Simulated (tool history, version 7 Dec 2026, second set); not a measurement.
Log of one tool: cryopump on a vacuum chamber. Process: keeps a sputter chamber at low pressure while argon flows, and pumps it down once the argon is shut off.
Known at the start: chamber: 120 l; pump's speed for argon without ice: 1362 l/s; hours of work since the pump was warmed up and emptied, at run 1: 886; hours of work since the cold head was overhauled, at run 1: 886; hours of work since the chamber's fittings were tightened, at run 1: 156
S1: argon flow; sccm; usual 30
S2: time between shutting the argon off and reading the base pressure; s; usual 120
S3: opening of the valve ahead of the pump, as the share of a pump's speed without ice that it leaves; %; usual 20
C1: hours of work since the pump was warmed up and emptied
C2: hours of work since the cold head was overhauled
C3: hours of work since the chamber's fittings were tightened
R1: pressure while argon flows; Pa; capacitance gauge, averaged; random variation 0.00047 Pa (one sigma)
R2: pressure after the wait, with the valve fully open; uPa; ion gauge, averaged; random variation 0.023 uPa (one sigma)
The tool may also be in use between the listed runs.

run	hour	S1	S2	S3	C1	C2	C3	R1	R2
1	0.0	30	120	20	886	886	156	0.1933	0.87
# hour 22.5: pump warmed up, emptied and cooled again
2	41.2	19	120	20	14	913	183	0.1177	0.82
3	66.4	19	120	20	33	932	202	0.1186	0.81
4	106.7	19	120	20	63	962	232	0.1183	0.86
5	124.6	19	120	16	76	975	245	0.1480	0.88
6	150.2	19	120	16	95	994	264	0.1483	0.91
7	178.7	19	249	16	116	1015	286	0.1485	0.69
8	208.3	19	249	16	138	1037	308	0.1493	0.70
9	251.6	19	249	16	171	1070	340	0.1490	0.74
10	277.1	19	30	16	190	1088	359	0.1487	2.38
11	299.9	19	74	25	207	1105	376	0.0955	1.33
12	332.7	16	120	48	231	1130	400	0.0429	1.02
13	357.3	19	144	48	249	1148	419	0.0507	1.00
14	401.5	19	144	48	282	1181	451	0.0511	1.00
15	444.4	30	170	20	314	1213	483	0.1898	0.92
16	478.8	30	170	20	340	1239	509	0.1889	1.05
17	500.6	30	170	20	356	1255	525	0.1894	1.01

5 ways to go on from here, each from the tool as it stands after run 17. What would each give?
A	523.0	19	22	32	373	1272	542	?	?
B	523.0	27	161	21	373	1272	542	?	?
C	523.0	58	20	42	373	1272	542	?	?
D	523.0	30	170	16	373	1272	542	?	?
E	523.0	29	120	34	373	1272	542	?	?

run	R1	R2
A	0.0763	3.22
B	0.1630	1.02
C	0.1781	3.64
D	0.2359	1.04
E	0.1091	1.17
Without the tool's hidden state the same runs would have given:
run	R1	R2
A	0.0741	2.75
B	0.1599	0.56
C	0.1715	3.15
D	0.2325	0.56
E	0.1059	0.69

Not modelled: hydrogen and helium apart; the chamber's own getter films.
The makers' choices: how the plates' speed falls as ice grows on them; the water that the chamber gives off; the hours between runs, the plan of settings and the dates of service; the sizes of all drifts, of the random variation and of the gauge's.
